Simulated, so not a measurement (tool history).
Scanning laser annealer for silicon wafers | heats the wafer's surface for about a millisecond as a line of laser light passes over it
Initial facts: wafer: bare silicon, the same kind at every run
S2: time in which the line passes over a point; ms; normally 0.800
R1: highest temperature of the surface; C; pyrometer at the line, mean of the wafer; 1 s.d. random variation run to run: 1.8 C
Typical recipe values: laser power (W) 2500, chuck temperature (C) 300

Run 1, hour 0.0: usual settings. Result: R1 1002 C.
Run 2, hour 14.8: usual settings. Result: R1 1005 C.
Run 3, hour 23.1: usual settings. Result: R1 1004 C.
Run 4, hour 32.8: usual settings. Result: R1 999 C.
Run 5, hour 47.5: usual settings. Result: R1 998 C.
Run 6, hour 61.8: usual settings. Result: R1 998 C.
Run 7, hour 76.8: usual settings. Result: R1 999 C.
Run 8, hour 88.3: usual settings. Result: R1 1000 C.
Run 9, hour 98.8: usual settings but S2 0.716 ms. Result: R1 966 C.
Run 10, hour 109.5: usual settings but S2 0.716 ms. Result: R1 964 C.
Run 11, hour 124.9: usual settings but S2 0.716 ms. Result: R1 963 C.
Run 12, hour 134.0: usual settings. Result: R1 996 C.
Run 13, hour 146.0: usual settings. Result: R1 1000 C.
Run 14, hour 155.8: usual settings. Result: R1 997 C.
Run 15, hour 170.3: usual settings. Result: R1 996 C.
Run 16, hour 183.2: usual settings. Result: R1 994 C.
Run 17, hour 198.1: usual settings. Result: R1 998 C.
Run 18, hour 206.6: usual settings. Result: R1 995 C.
Run 19, hour 221.4: usual settings. Result: R1 993 C.
Run 20, hour 235.1: usual settings. Result: R1 993 C.
Run 21, hour 250.5: usual settings. Result: R1 991 C.
Run 22, hour 265.9: usual settings but S2 0.614 ms. Result: R1 919 C.
Run 23, hour 273.7: usual settings but laser power (W) 2427, chuck temperature (C) 266. Result: R1 932 C.
Run 24, hour 280.6: usual settings but laser power (W) 2153, S2 0.577 ms, chuck temperature (C) 310. Result: R1 815 C.
Run 25, hour 287.0: usual settings but laser power (W) 2173, S2 0.893 ms, chuck temperature (C) 317. Result: R1 931 C.
Run 26, hour 299.7: usual settings but laser power (W) 2714, S2 0.578 ms, chuck temperature (C) 324. Result: R1 985 C.
Run 27, hour 308.0: usual settings but laser power (W) 2471, S2 0.578 ms, chuck temperature (C) 310. Result: R1 907 C.
Run 28, hour 319.4: usual settings but laser power (W) 2471, S2 0.578 ms, chuck temperature (C) 310. Result: R1 903 C.
At hour 332.2: optics aligned, line set to its width.
Run 29, hour 332.8: usual settings but laser power (W) 2471, S2 0.578 ms, chuck temperature (C) 310. Result: R1 924 C.
Run 30, hour 347.3: usual settings but laser power (W) 2471, S2 0.578 ms, chuck temperature (C) 310. Result: R1 921 C.
Run 31, hour 355.4: usual settings but laser power (W) 2259, S2 0.996 ms, chuck temperature (C) 316. Result: R1 1011 C.
Run 32, hour 371.2: usual settings but laser power (W) 2259, S2 0.996 ms, chuck temperature (C) 316. Result: R1 1015 C.
Run 33, hour 381.2: usual settings but laser power (W) 2259, S2 0.996 ms, chuck temperature (C) 316. Result: R1 1012 C.
Run 34, hour 389.9: usual settings but laser power (W) 2687, S2 0.980 ms, chuck temperature (C) 268. Result: R1 1114 C.
Run 35, hour 402.3: usual settings but laser power (W) 2687, S2 0.622 ms, chuck temperature (C) 308. Result: R1 1005 C.
Run 36, hour 418.1: usual settings but laser power (W) 2368, chuck temperature (C) 272. Result: R1 942 C.
Run 37, hour 431.1: usual settings but laser power (W) 2368, chuck temperature (C) 272. Result: R1 938 C.
Run 38, hour 446.4: usual settings but laser power (W) 2588, S2 0.851 ms, chuck temperature (C) 326. Result: R1 1088 C.
Run 39, hour 453.8: usual settings but laser power (W) 2588, S2 0.851 ms, chuck temperature (C) 326. Result: R1 1084 C.
Run 40, hour 466.7: usual settings but laser power (W) 2291, S2 0.601 ms, chuck temperature (C) 339. Result: R1 909 C.
Run 41, hour 473.1: usual settings but laser power (W) 2291, S2 0.601 ms, chuck temperature (C) 339. Result: R1 906 C.

Each row is a separate what-if for the run after 41, all from the same tool condition, not one after another. Results?
Run A, hour 486.0: usual settings but laser power (W) 2512, S2 0.627 ms. Result: R1 ?.
Run B, hour 486.0: usual settings but laser power (W) 2291, S2 0.822 ms, chuck temperature (C) 339. Result: R1 ?.
Run C, hour 486.0: usual settings but laser power (W) 2397, S2 0.939 ms, chuck temperature (C) 333. Result: R1 ?.
Run D, hour 486.0: usual settings but laser power (W) 2491. Result: R1 ?.

run    R1
  A   941
  B   986
  C  1054
  D  1005
Take away the tool's hidden state, keep each run's random variation, and the runs would have read:
run    R1
  A   963
  B  1008
  C  1079
  D  1029

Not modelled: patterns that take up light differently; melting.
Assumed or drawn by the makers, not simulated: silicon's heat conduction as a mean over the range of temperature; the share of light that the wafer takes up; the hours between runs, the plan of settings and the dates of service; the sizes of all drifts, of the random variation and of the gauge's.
